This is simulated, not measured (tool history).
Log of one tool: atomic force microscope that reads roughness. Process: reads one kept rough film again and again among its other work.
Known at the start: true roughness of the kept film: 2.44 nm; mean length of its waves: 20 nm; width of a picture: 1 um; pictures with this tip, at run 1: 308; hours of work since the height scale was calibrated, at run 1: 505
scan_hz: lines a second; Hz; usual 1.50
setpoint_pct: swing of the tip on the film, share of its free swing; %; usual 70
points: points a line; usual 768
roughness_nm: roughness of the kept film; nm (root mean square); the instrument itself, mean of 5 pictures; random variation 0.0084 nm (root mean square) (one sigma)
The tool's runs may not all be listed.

run,hour,scan_hz,setpoint_pct,points,pictures with this tip,hours of work since the height scale was calibrated,roughness_nm
1,0.0,1.50,70,768,308,505,1.356
2,25.6,1.50,70,768,343,525,1.313
3,38.9,1.50,69,768,362,536,1.300
4,62.3,1.50,69,768,394,554,1.263
# hour 65.7: new tip fitted
5,79.5,1.50,69,768,19,567,1.790
6,93.4,0.60,70,768,38,578,1.820
# hour 96.2: height scale calibrated on a step standard
7,108.5,1.17,70,768,58,10,1.743
8,123.9,1.17,70,768,79,22,1.721
9,149.1,1.17,70,768,114,41,1.628
10,178.1,1.17,79,761,153,64,1.520
11,193.3,2.93,82,274,174,76,1.278
12,217.1,0.64,75,272,207,94,1.464
13,241.3,1.42,65,289,241,113,1.403
14,254.1,1.95,70,477,258,123,1.371

3 ways to go on from here, each from the tool as it stands after run 14. What would each give?
A,269.6,1.95,68,515,280,135,?
B,269.6,1.01,63,768,280,135,?
C,269.6,2.97,70,768,280,135,?

run,roughness_nm
A,1.349
B,1.424
C,1.297
Without the tool's hidden state the same runs would have given:
run,roughness_nm
A,1.810
B,1.908
C,1.741

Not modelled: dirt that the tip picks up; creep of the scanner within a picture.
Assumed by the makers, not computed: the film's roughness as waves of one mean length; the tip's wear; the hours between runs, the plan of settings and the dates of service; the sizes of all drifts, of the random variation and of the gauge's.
